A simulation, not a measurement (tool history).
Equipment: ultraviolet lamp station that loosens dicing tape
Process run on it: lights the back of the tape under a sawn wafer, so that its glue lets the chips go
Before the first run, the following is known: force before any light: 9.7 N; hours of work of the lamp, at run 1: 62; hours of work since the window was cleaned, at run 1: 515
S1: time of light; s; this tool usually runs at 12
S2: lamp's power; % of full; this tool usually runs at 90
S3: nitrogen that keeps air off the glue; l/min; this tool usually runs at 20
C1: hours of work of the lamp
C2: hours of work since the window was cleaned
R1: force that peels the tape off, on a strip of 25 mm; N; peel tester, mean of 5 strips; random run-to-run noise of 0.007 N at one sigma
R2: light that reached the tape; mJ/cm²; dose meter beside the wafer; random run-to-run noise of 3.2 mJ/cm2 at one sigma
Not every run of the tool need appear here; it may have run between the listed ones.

run	hour	S1	S2	S3	C1	C2	R1	R2
1	0.0	12	90	20	62	515	0.290	473
2	9.3	12	90	20	66	519	0.293	468
3	13.8	15	90	20	68	521	0.191	584
4	18.8	12	90	20	70	523	0.297	471
5	24.1	12	90	21	72	525	0.286	468
6	30.3	12	90	20	74	527	0.314	468
7	40.3	12	90	20	78	531	0.296	465
8	49.5	12	83	20	82	535	0.367	427
9	54.5	12	83	20	84	537	0.349	427
10	63.4	12	83	20	88	541	0.364	431
11	72.8	12	83	20	92	545	0.369	429
12	79.4	12	90	20	94	547	0.294	463
13	87.2	12	90	20	98	551	0.298	463
14	92.0	12	61	20	99	552	0.773	313
15	101.2	12	61	20	103	556	0.732	313
16	109.7	12	61	20	107	560	0.735	313
17	119.5	12	90	20	111	564	0.304	461
18	125.5	12	90	20	113	566	0.302	456
19	135.4	12	90	20	117	570	0.305	463
20	140.6	12	90	20	119	572	0.313	459
21	150.8	12	90	20	123	576	0.310	459
22	161.1	12	90	20	128	581	0.312	464
23	171.8	12	69	16	132	585	0.688	353
24	178.2	16	65	23	135	588	0.290	443
25	185.4	16	85	11	137	590	0.308	576
26	192.4	8	72	20	140	593	1.292	240
27	197.8	8	72	20	143	596	1.286	247
28	206.5	8	95	26	146	599	0.598	321
29	215.6	8	95	26	150	603	0.595	323
30	222.7	12	64	7	153	606	1.543	320
31	231.7	13	66	33	156	609	0.384	361
32	242.2	13	63	35	161	614	0.413	346
33	251.3	7	63	35	164	617	1.581	186
34	258.7	7	63	35	167	620	1.504	184
35	265.5	9	89	9	170	623	1.202	342
36	274.4	12	90	11	174	627	0.555	451
37	283.1	12	90	11	177	630	0.541	453
38	290.6	12	80	15	180	633	0.539	400
39	299.3	7	90	9	184	637	1.914	264
40	308.0	7	90	17	187	640	1.228	264
41	317.2	7	90	17	191	644	1.309	262
42	323.2	7	90	17	194	647	1.262	262
43	330.9	7	90	17	197	650	1.282	260

Forecast each of these 3 alternatives for the next run:
# hour 335.6: window cleaned of glue's vapour
A	339.7	19	79	13	200	2	?	?
# hour 335.6: window cleaned of glue's vapour
B	339.7	10	76	11	200	2	?	?
# hour 335.6: window cleaned of glue's vapour
C	339.7	12	67	23	200	2	?	?

run	R1	R2
A	0.199	672
B	1.000	338
C	0.508	358
Had the tool no hidden state, the same runs would have come out as:
run	R1	R2
A	0.181	715
B	0.876	359
C	0.438	381
